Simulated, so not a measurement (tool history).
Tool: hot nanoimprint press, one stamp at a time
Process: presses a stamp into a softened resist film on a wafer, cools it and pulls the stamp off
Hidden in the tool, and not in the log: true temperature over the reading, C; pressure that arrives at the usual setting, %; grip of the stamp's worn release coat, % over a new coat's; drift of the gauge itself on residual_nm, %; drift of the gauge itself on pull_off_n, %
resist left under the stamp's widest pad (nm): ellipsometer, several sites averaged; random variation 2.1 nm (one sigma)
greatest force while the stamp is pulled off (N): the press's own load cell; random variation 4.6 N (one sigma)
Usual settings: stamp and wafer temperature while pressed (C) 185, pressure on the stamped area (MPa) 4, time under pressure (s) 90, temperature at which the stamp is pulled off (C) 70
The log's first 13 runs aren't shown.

run	day	stamp and wafer temperature while pressed (C)	pressure on the stamped area (MPa)	time under pressure (s)	temperature at which the stamp is pulled off (C)	hours of work since the thermocouple was calibrated	imprints on the stamp's release coat	hours of work since the press's seals were changed	resist left under the stamp's widest pad (nm)	greatest force while the stamp is pulled off (N)
14	6.629	185	4.9	90	70	20	711	137	311.6	269
15	7.067	185	4.9	90	70	26	752	144	315.4	265
16	7.638	185	4.9	90	70	35	806	153	317.5	270
17	8.208	174	4	91	70	43	860	161	512.3	274
18	8.758	194	4	90	65	52	912	170	242.3	307
19	9.329	185	3.82	90	69	61	966	178	357	284
20	9.688	182	2.85	57	58	66	1000	184	502.6	360
21	10.35	185	2.79	90	70	76	1063	194	408.8	280
22	11.058	185	2.79	90	70	87	1130	205	412.2	292
23	11.417	185	5.73	90	56	92	1164	210	296.7	381
# day 11.954: stamp cleaned and given a new release coat
24	11.975	175	5.04	90	70	97	2	215	473.1	224
25	12.604	180	5.04	98	70	106	62	224	377.3	230
26	12.967	180	5.04	98	70	112	96	230	377.7	235
27	13.5	180	5.04	98	70	120	147	238	378.9	241
28	14.208	196	5.03	57	70	131	213	249	237.4	240
29	14.504	174	3.25	57	69	135	241	253	592.8	244
30	14.996	183	4.53	162	75	143	288	261	294.3	215
31	15.508	194	4	140	70	151	337	268	204.4	250

Forecast each of these 3 alternatives for the next run:
A	16.188	184	4	81	77	161	401	279	?	?
B	16.188	194	2.8	140	70	161	401	279	?	?
C	16.188	180	5.04	45	70	161	401	279	?	?

run	resist left under the stamp's widest pad (nm)	greatest force while the stamp is pulled off (N)
A	379.8	213
B	247.1	253
C	474.9	248
Without the tool's hidden state the same runs would have given:
run	resist left under the stamp's widest pad (nm)	greatest force while the stamp is pulled off (N)
A	368.5	192
B	240.1	229
C	462.2	225
